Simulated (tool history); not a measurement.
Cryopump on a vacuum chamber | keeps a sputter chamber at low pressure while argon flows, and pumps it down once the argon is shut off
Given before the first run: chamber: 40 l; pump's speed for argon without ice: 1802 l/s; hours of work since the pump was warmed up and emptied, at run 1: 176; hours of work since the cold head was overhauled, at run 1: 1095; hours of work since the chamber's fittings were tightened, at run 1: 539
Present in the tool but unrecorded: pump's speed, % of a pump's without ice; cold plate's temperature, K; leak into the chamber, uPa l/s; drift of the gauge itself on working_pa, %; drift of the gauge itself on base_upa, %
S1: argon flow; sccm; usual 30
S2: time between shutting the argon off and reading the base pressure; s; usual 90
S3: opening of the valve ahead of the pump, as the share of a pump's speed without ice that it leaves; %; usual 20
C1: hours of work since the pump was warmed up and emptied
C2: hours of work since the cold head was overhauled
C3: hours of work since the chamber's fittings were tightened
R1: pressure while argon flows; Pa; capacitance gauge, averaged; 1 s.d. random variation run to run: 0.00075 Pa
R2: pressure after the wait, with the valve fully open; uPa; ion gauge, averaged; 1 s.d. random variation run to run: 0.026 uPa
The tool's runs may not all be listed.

run,hour,S1,S2,S3,C1,C2,C3,R1,R2
1,0,30,90,20,176,1095,539,0.1428,1.6
2,43.3,30,90,20,201,1120,564,0.143,1.6
3,81.8,30,90,20,223,1142,586,0.1436,1.63
4,133.4,30,90,20,252,1171,615,0.1434,1.63
5,167.6,30,90,20,272,1191,635,0.1439,1.65
6,220.1,30,90,20,301,1221,665,0.1448,1.72
7,258.8,30,90,41,323,1243,687,0.0731,1.73
8,290.8,30,90,20,342,1261,705,0.1461,1.85

What will run 9 give?
9,345.6,30,65,53,373,1292,736,?,?

{"run 9": {"R1": 0.058, "R2": 2.13}}
Were there no unlogged condition in the tool, this run, its random variation unchanged, would have produced R1 0.0532 Pa, R2 1.4 uPa.

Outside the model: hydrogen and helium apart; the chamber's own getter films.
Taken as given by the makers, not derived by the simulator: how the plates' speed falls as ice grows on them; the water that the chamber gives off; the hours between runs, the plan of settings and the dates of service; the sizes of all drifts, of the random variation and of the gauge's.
